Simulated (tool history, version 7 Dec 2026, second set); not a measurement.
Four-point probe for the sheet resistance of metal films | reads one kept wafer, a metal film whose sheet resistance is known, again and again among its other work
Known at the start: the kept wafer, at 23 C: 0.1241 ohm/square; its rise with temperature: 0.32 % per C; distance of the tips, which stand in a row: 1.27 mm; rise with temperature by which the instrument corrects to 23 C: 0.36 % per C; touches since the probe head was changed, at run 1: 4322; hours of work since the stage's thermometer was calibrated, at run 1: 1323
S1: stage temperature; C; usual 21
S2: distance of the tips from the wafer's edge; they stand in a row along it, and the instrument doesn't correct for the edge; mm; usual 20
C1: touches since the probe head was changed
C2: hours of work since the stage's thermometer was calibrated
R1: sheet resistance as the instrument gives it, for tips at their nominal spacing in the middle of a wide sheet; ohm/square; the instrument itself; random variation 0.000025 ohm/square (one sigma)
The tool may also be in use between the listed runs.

{"run": 1, "hour": 0.0, "S1": 21, "S2": 20, "C1": 4322, "C2": 1323, "R1": 0.12466}
{"run": 2, "hour": 14.1, "S1": 21, "S2": 20, "C1": 4760, "C2": 1334, "R1": 0.124629}
{"run": 3, "hour": 28.0, "S1": 21, "S2": 20, "C1": 5189, "C2": 1344, "R1": 0.12469}
{"run": 4, "hour": 50.3, "S1": 21, "S2": 20, "C1": 5879, "C2": 1361, "R1": 0.124653}
{"run": 5, "hour": 66.1, "S1": 21, "S2": 20, "C1": 6365, "C2": 1373, "R1": 0.124681}
{"run": 6, "hour": 88.8, "S1": 21, "S2": 20, "C1": 7066, "C2": 1391, "R1": 0.124706}
{"run": 7, "hour": 104.2, "S1": 21, "S2": 20, "C1": 7543, "C2": 1403, "R1": 0.124697}
{"run": 8, "hour": 121.2, "S1": 21, "S2": 20, "C1": 8069, "C2": 1416, "R1": 0.124661}
{"run": 9, "hour": 142.9, "S1": 21, "S2": 20, "C1": 8739, "C2": 1432, "R1": 0.124669}
{"run": 10, "hour": 157.0, "S1": 19, "S2": 20, "C1": 9176, "C2": 1443, "R1": 0.124803}
{"run": 11, "hour": 180.1, "S1": 21, "S2": 20, "C1": 9891, "C2": 1461, "R1": 0.124695}
{"run": 12, "hour": 196.5, "S1": 21, "S2": 24, "C1": 10397, "C2": 1473, "R1": 0.124605}
{"run": 13, "hour": 207.5, "S1": 21, "S2": 20, "C1": 10737, "C2": 1481, "R1": 0.124671}
{"run": 14, "hour": 225.1, "S1": 21, "S2": 5, "C1": 11282, "C2": 1495, "R1": 0.128572}
{"run": 15, "hour": 239.6, "S1": 21, "S2": 20, "C1": 11728, "C2": 1506, "R1": 0.12472}
{"run": 16, "hour": 252.6, "S1": 21, "S2": 20, "C1": 12132, "C2": 1516, "R1": 0.124709}
{"run": 17, "hour": 271.0, "S1": 21, "S2": 20, "C1": 12699, "C2": 1530, "R1": 0.124724}
{"run": 18, "hour": 284.3, "S1": 24, "S2": 20, "C1": 13109, "C2": 1540, "R1": 0.124565}
{"run": 19, "hour": 296.0, "S1": 24, "S2": 20, "C1": 13471, "C2": 1549, "R1": 0.124546}
{"run": 20, "hour": 311.9, "S1": 24, "S2": 20, "C1": 13963, "C2": 1561, "R1": 0.124514}
{"run": 21, "hour": 326.3, "S1": 24, "S2": 20, "C1": 14408, "C2": 1572, "R1": 0.124531}
{"run": 22, "hour": 337.7, "S1": 24, "S2": 20, "C1": 14760, "C2": 1581, "R1": 0.124544}
{"run": 23, "hour": 356.1, "S1": 24, "S2": 20, "C1": 15330, "C2": 1595, "R1": 0.124554}
{"run": 24, "hour": 379.5, "S1": 24, "S2": 11, "C1": 16055, "C2": 1613, "R1": 0.125176}
{"run": 25, "hour": 402.8, "S1": 32, "S2": 3, "C1": 16775, "C2": 1630, "R1": 0.134652}
{"run": 26, "hour": 413.7, "S1": 31, "S2": 30, "C1": 17110, "C2": 1639, "R1": 0.124041}
{"run": 27, "hour": 431.4, "S1": 23, "S2": 67, "C1": 17660, "C2": 1652, "R1": 0.124373}
{"run": 28, "hour": 452.1, "S1": 24, "S2": 8, "C1": 18297, "C2": 1668, "R1": 0.125958}
{"run": 29, "hour": 471.1, "S1": 19, "S2": 30, "C1": 18885, "C2": 1682, "R1": 0.124694}
{"run": 30, "hour": 488.5, "S1": 19, "S2": 30, "C1": 19425, "C2": 1696, "R1": 0.124773}
{"run": 31, "hour": 500.4, "S1": 34, "S2": 13, "C1": 19792, "C2": 1705, "R1": 0.124402}
{"run": 32, "hour": 511.0, "S1": 32, "S2": 21, "C1": 20117, "C2": 1713, "R1": 0.124058}
{"run": 33, "hour": 534.4, "S1": 22, "S2": 3, "C1": 20843, "C2": 1731, "R1": 0.135253}
{"run": 34, "hour": 557.0, "S1": 30, "S2": 14, "C1": 21542, "C2": 1748, "R1": 0.12453}
{"run": 35, "hour": 580.9, "S1": 24, "S2": 9, "C1": 22278, "C2": 1766, "R1": 0.125649}
{"run": 36, "hour": 591.3, "S1": 21, "S2": 3, "C1": 22601, "C2": 1774, "R1": 0.135311}
{"run": 37, "hour": 614.4, "S1": 21, "S2": 3, "C1": 23316, "C2": 1792, "R1": 0.135392}
{"run": 38, "hour": 631.0, "S1": 29, "S2": 33, "C1": 23829, "C2": 1804, "R1": 0.124153}
{"run": 39, "hour": 647.0, "S1": 27, "S2": 41, "C1": 24323, "C2": 1817, "R1": 0.124263}
{"run": 40, "hour": 663.5, "S1": 27, "S2": 41, "C1": 24832, "C2": 1829, "R1": 0.124237}
{"run": 41, "hour": 685.2, "S1": 27, "S2": 41, "C1": 25502, "C2": 1846, "R1": 0.124224}
{"run": 42, "hour": 705.2, "S1": 19, "S2": 25, "C1": 26122, "C2": 1861, "R1": 0.12483}

4 ways to go on from here, each from the tool as it stands after run 42. What would each give?
{"run": "A", "hour": 727.6, "S1": 26, "S2": 4, "C1": 26816, "C2": 1878, "R1": "?"}
{"run": "B", "hour": 727.6, "S1": 23, "S2": 5, "C1": 26816, "C2": 1878, "R1": "?"}
{"run": "C", "hour": 727.6, "S1": 31, "S2": 4, "C1": 26816, "C2": 1878, "R1": "?"}
{"run": "D", "hour": 727.6, "S1": 34, "S2": 7, "C1": 26816, "C2": 1878, "R1": "?"}

run=A R1=0.130611
run=B R1=0.1286
run=C R1=0.13035
run=D R1=0.125962
Without the tool's hidden state the same runs would have given:
run=A R1=0.130302
run=B R1=0.128297
run=C R1=0.130037
run=D R1=0.125655
